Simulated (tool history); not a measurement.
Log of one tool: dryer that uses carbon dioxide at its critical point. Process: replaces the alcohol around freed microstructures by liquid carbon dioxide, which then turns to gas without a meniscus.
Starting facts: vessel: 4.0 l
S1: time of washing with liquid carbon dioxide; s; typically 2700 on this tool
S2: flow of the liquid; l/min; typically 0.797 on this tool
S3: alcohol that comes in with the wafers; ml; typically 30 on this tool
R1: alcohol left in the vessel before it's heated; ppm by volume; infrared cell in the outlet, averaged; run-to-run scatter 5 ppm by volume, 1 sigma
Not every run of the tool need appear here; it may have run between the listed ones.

{"run": 1, "hour": 0.0, "S1": 2700, "S2": 0.797, "S3": 30, "R1": 50}
{"hour": 7.9, "done": "inlet filter changed"}
{"run": 2, "hour": 18.1, "S1": 2700, "S2": 0.797, "S3": 30, "R1": 52}
{"run": 3, "hour": 30.1, "S1": 2700, "S2": 0.797, "S3": 30, "R1": 52}
{"run": 4, "hour": 51.1, "S1": 2700, "S2": 0.618, "S3": 30, "R1": 74}
{"run": 5, "hour": 68.4, "S1": 2700, "S2": 0.797, "S3": 30, "R1": 63}
{"run": 6, "hour": 83.1, "S1": 2700, "S2": 0.797, "S3": 30, "R1": 51}
{"run": 7, "hour": 100.5, "S1": 2700, "S2": 0.797, "S3": 30, "R1": 62}
{"run": 8, "hour": 112.9, "S1": 3180, "S2": 0.797, "S3": 30, "R1": 48}
{"run": 9, "hour": 124.4, "S1": 3180, "S2": 0.797, "S3": 30, "R1": 52}
{"run": 10, "hour": 140.7, "S1": 3180, "S2": 0.797, "S3": 30, "R1": 55}
{"run": 11, "hour": 151.1, "S1": 3180, "S2": 0.797, "S3": 30, "R1": 57}
{"run": 12, "hour": 165.7, "S1": 3180, "S2": 0.797, "S3": 30, "R1": 51}
{"run": 13, "hour": 177.9, "S1": 3600, "S2": 0.797, "S3": 115, "R1": 54}
{"run": 14, "hour": 199.9, "S1": 3600, "S2": 0.797, "S3": 115, "R1": 72}
{"run": 15, "hour": 211.7, "S1": 3600, "S2": 0.797, "S3": 115, "R1": 68}
{"run": 16, "hour": 228.2, "S1": 3600, "S2": 0.797, "S3": 115, "R1": 69}
{"hour": 235.9, "done": "inlet filter changed"}
{"run": 17, "hour": 250.2, "S1": 3600, "S2": 0.797, "S3": 115, "R1": 63}
{"run": 18, "hour": 260.3, "S1": 3600, "S2": 0.797, "S3": 31, "R1": 50}
{"run": 19, "hour": 271.6, "S1": 2940, "S2": 0.794, "S3": 35, "R1": 68}
{"run": 20, "hour": 288.0, "S1": 2100, "S2": 0.544, "S3": 30, "R1": 251}
{"run": 21, "hour": 310.4, "S1": 2100, "S2": 0.544, "S3": 30, "R1": 261}
{"run": 22, "hour": 331.1, "S1": 2940, "S2": 0.889, "S3": 44, "R1": 65}
{"run": 23, "hour": 350.3, "S1": 2220, "S2": 0.797, "S3": 42, "R1": 116}
{"run": 24, "hour": 372.1, "S1": 2700, "S2": 0.797, "S3": 95, "R1": 106}

Forecast each of these 3 alternatives for the next run:
{"run": "A", "hour": 382.3, "S1": 2040, "S2": 0.967, "S3": 95, "R1": "?"}
{"run": "B", "hour": 382.3, "S1": 4080, "S2": 0.797, "S3": 113, "R1": "?"}
{"run": "C", "hour": 382.3, "S1": 2700, "S2": 1.168, "S3": 30, "R1": "?"}

run=A R1=129
run=B R1=70
run=C R1=70
Take away the tool's hidden state, keep each run's random variation, and the runs would have read:
run=A R1=35
run=B R1=4
run=C R1=4

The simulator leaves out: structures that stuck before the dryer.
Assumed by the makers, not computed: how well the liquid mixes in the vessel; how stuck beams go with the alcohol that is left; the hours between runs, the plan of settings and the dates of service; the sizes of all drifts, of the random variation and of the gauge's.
